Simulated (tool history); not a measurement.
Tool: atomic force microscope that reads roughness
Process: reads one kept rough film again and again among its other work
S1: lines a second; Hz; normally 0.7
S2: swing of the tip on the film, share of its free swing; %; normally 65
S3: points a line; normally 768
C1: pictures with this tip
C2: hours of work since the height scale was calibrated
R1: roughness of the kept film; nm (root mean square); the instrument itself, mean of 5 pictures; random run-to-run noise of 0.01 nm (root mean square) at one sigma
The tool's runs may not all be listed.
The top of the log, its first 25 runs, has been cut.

Run 26, hour 347.7: usual settings but S1 0.674 Hz, S2 78 %, S3 258; C1 155; C2 354. Result: R1 2.234 nm (root mean square).
Run 27, hour 356.4: usual settings but S1 0.503 Hz, S2 56 %, S3 510; C1 168; C2 359. Result: R1 2.374 nm (root mean square).
At hour 358.5: height scale calibrated on a step standard.
Run 28, hour 370.1: usual settings but S1 3.124 Hz, S2 58 %, S3 264; C1 187; C2 7. Result: R1 2.168 nm (root mean square).
Run 29, hour 386.5: usual settings but S1 3.3 Hz, S2 82 %, S3 961; C1 211; C2 16. Result: R1 1.693 nm (root mean square).
Run 30, hour 394.6: usual settings but S1 3.3 Hz, S2 82 %, S3 961; C1 223; C2 21. Result: R1 1.688 nm (root mean square).
Run 31, hour 406.6: usual settings but S2 78 %, S3 417; C1 241; C2 28. Result: R1 2.186 nm (root mean square).
Run 32, hour 422: usual settings but S1 1.433 Hz, S2 63 %; C1 263; C2 37. Result: R1 2.188 nm (root mean square).
At hour 427: new tip fitted.
Run 33, hour 437.2: usual settings but S1 1.994 Hz, S3 304; C1 15; C2 46. Result: R1 2.286 nm (root mean square).
Run 34, hour 444.8: usual settings but S1 1.994 Hz, S2 70 %, S3 934; C1 26; C2 50. Result: R1 2.222 nm (root mean square).
At hour 456.2: height scale calibrated on a step standard, once more.
Run 35, hour 457.6: usual settings but S1 1.2 Hz, S2 56 %, S3 366; C1 43; C2 1. Result: R1 2.379 nm (root mean square).
Run 36, hour 464.9: usual settings but S1 1.2 Hz, S2 56 %, S3 366; C1 54; C2 5. Result: R1 2.38 nm (root mean square).
Run 37, hour 479.2: usual settings but S1 1.2 Hz, S2 56 %, S3 366; C1 75; C2 13. Result: R1 2.355 nm (root mean square).
Run 38, hour 490.4: usual settings but S1 0.539 Hz, S2 56 %, S3 322; C1 91; C2 20. Result: R1 2.395 nm (root mean square).
Run 39, hour 500.6: usual settings but S2 58 %, S3 313; C1 106; C2 26. Result: R1 2.363 nm (root mean square).
Run 40, hour 516.1: usual settings but S1 2.619 Hz, S2 79 %, S3 724; C1 129; C2 35. Result: R1 1.869 nm (root mean square).
Run 41, hour 529.2: usual settings but S3 709; C1 148; C2 43. Result: R1 2.311 nm (root mean square).
Run 42, hour 540.9: usual settings but S1 0.578 Hz, S2 57 %; C1 166; C2 50. Result: R1 2.324 nm (root mean square).

Branching from run 42: 5 alternative next runs. What would each branch give?
Run A, hour 551.9: usual settings but S1 1.62 Hz, S2 66 %; C1 182; C2 56. Result: R1 ?.
Run B, hour 551.9: usual settings but S1 3.077 Hz, S2 57 %, S3 374; C1 182; C2 56. Result: R1 ?.
Run C, hour 551.9: usual settings but S1 3.442 Hz, S2 56 %, S3 433; C1 182; C2 56. Result: R1 ?.
Run D, hour 551.9: usual settings but S1 0.69 Hz, S2 56 %, S3 946; C1 182; C2 56. Result: R1 ?.
Run E, hour 551.9: usual settings but S1 0.503 Hz, S2 74 %; C1 182; C2 56. Result: R1 ?.

run     R1
  A  2.186
  B  2.179
  C  2.145
  D  2.328
  E  2.273
Without the tool's unlogged condition, the same runs would have read:
run     R1
  A  2.315
  B  2.306
  C  2.271
  D  2.465
  E  2.406

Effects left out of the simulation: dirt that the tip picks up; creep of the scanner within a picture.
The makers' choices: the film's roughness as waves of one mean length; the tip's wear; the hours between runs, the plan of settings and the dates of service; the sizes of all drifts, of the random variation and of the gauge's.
